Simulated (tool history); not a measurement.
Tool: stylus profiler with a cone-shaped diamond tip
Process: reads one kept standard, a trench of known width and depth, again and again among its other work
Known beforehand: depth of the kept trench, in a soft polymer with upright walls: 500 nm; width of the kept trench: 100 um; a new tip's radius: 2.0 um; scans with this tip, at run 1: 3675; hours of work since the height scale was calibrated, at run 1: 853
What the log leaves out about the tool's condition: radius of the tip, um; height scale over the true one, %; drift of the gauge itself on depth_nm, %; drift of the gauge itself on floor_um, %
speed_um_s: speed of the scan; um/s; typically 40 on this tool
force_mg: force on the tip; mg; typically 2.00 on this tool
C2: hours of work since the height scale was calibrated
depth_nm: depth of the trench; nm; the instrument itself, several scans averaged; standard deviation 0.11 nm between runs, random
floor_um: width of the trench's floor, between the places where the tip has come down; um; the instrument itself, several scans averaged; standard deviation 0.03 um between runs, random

{"run": 1, "hour": 0.0, "speed_um_s": 40, "force_mg": 2.0, "scans with this tip": 3675, "C2": 853, "depth_nm": 503.87, "floor_um": 97.16}
{"run": 2, "hour": 35.9, "speed_um_s": 40, "force_mg": 2.0, "scans with this tip": 3784, "C2": 878, "depth_nm": 503.81, "floor_um": 97.16}
{"run": 3, "hour": 62.4, "speed_um_s": 40, "force_mg": 2.0, "scans with this tip": 3865, "C2": 897, "depth_nm": 503.81, "floor_um": 97.12}
{"run": 4, "hour": 88.3, "speed_um_s": 40, "force_mg": 0.99, "scans with this tip": 3944, "C2": 915, "depth_nm": 502.45, "floor_um": 97.17}
{"run": 5, "hour": 117.6, "speed_um_s": 40, "force_mg": 0.99, "scans with this tip": 4033, "C2": 936, "depth_nm": 502.4, "floor_um": 97.11}
{"run": 6, "hour": 137.7, "speed_um_s": 40, "force_mg": 2.0, "scans with this tip": 4094, "C2": 950, "depth_nm": 503.78, "floor_um": 97.15}
{"run": 7, "hour": 175.8, "speed_um_s": 40, "force_mg": 3.99, "scans with this tip": 4210, "C2": 977, "depth_nm": 506.01, "floor_um": 97.16}
{"run": 8, "hour": 210.5, "speed_um_s": 40, "force_mg": 3.99, "scans with this tip": 4316, "C2": 1002, "depth_nm": 506.0, "floor_um": 97.22}
{"run": 9, "hour": 244.5, "speed_um_s": 144, "force_mg": 3.99, "scans with this tip": 4419, "C2": 1026, "depth_nm": 505.73, "floor_um": 96.9}
{"run": 10, "hour": 261.9, "speed_um_s": 144, "force_mg": 3.99, "scans with this tip": 4472, "C2": 1038, "depth_nm": 506.03, "floor_um": 96.87}
{"run": 11, "hour": 298.5, "speed_um_s": 41, "force_mg": 3.99, "scans with this tip": 4584, "C2": 1064, "depth_nm": 505.95, "floor_um": 97.15}
{"run": 12, "hour": 324.7, "speed_um_s": 41, "force_mg": 3.99, "scans with this tip": 4664, "C2": 1083, "depth_nm": 506.22, "floor_um": 97.17}
{"run": 13, "hour": 360.6, "speed_um_s": 41, "force_mg": 3.99, "scans with this tip": 4773, "C2": 1108, "depth_nm": 505.91, "floor_um": 97.25}
{"run": 14, "hour": 398.5, "speed_um_s": 40, "force_mg": 2.0, "scans with this tip": 4889, "C2": 1135, "depth_nm": 503.85, "floor_um": 97.13}
{"run": 15, "hour": 417.7, "speed_um_s": 40, "force_mg": 2.0, "scans with this tip": 4947, "C2": 1148, "depth_nm": 503.68, "floor_um": 97.19}
{"run": 16, "hour": 444.1, "speed_um_s": 40, "force_mg": 2.0, "scans with this tip": 5027, "C2": 1167, "depth_nm": 503.75, "floor_um": 97.14}
{"run": 17, "hour": 468.9, "speed_um_s": 14, "force_mg": 1.0, "scans with this tip": 5103, "C2": 1185, "depth_nm": 502.2, "floor_um": 97.25}
{"run": 18, "hour": 494.0, "speed_um_s": 27, "force_mg": 0.97, "scans with this tip": 5179, "C2": 1202, "depth_nm": 502.39, "floor_um": 97.18}
{"run": 19, "hour": 530.6, "speed_um_s": 28, "force_mg": 1.68, "scans with this tip": 5291, "C2": 1228, "depth_nm": 503.26, "floor_um": 97.19}
{"run": 20, "hour": 569.1, "speed_um_s": 96, "force_mg": 0.93, "scans with this tip": 5408, "C2": 1255, "depth_nm": 502.3, "floor_um": 96.65}
{"run": 21, "hour": 604.3, "speed_um_s": 28, "force_mg": 1.74, "scans with this tip": 5516, "C2": 1280, "depth_nm": 503.51, "floor_um": 97.21}
{"hour": 613.3, "done": "height scale calibrated on a step standard"}
{"run": 22, "hour": 623.5, "speed_um_s": 98, "force_mg": 1.83, "scans with this tip": 5573, "C2": 7, "depth_nm": 503.45, "floor_um": 96.9}
{"run": 23, "hour": 650.8, "speed_um_s": 98, "force_mg": 1.83, "scans with this tip": 5656, "C2": 27, "depth_nm": 503.52, "floor_um": 96.87}
{"run": 24, "hour": 688.0, "speed_um_s": 131, "force_mg": 1.11, "scans with this tip": 5769, "C2": 53, "depth_nm": 502.33, "floor_um": 96.54}
{"run": 25, "hour": 720.3, "speed_um_s": 31, "force_mg": 2.15, "scans with this tip": 5868, "C2": 76, "depth_nm": 504.12, "floor_um": 97.18}
{"run": 26, "hour": 752.7, "speed_um_s": 159, "force_mg": 0.69, "scans with this tip": 5966, "C2": 99, "depth_nm": 502.02, "floor_um": 96.08}
{"run": 27, "hour": 780.2, "speed_um_s": 85, "force_mg": 3.81, "scans with this tip": 6050, "C2": 118, "depth_nm": 505.72, "floor_um": 97.06}
{"run": 28, "hour": 807.7, "speed_um_s": 34, "force_mg": 2.3, "scans with this tip": 6134, "C2": 137, "depth_nm": 504.14, "floor_um": 97.22}
{"run": 29, "hour": 848.0, "speed_um_s": 26, "force_mg": 1.16, "scans with this tip": 6256, "C2": 166, "depth_nm": 502.87, "floor_um": 97.13}
{"run": 30, "hour": 875.1, "speed_um_s": 47, "force_mg": 4.26, "scans with this tip": 6339, "C2": 185, "depth_nm": 506.31, "floor_um": 97.2}
{"run": 31, "hour": 902.5, "speed_um_s": 52, "force_mg": 2.43, "scans with this tip": 6422, "C2": 205, "depth_nm": 504.33, "floor_um": 97.14}
{"run": 32, "hour": 937.9, "speed_um_s": 51, "force_mg": 1.41, "scans with this tip": 6530, "C2": 230, "depth_nm": 502.84, "floor_um": 97.08}

Entry by entry between the runs, the difference in hidden state between the last listed run before and the first listed run after:
Logged between run 21 and run 22: height scale calibrated on a step standard (hour 613.3)
  height scale over the true one, %: 0.003 -> 0
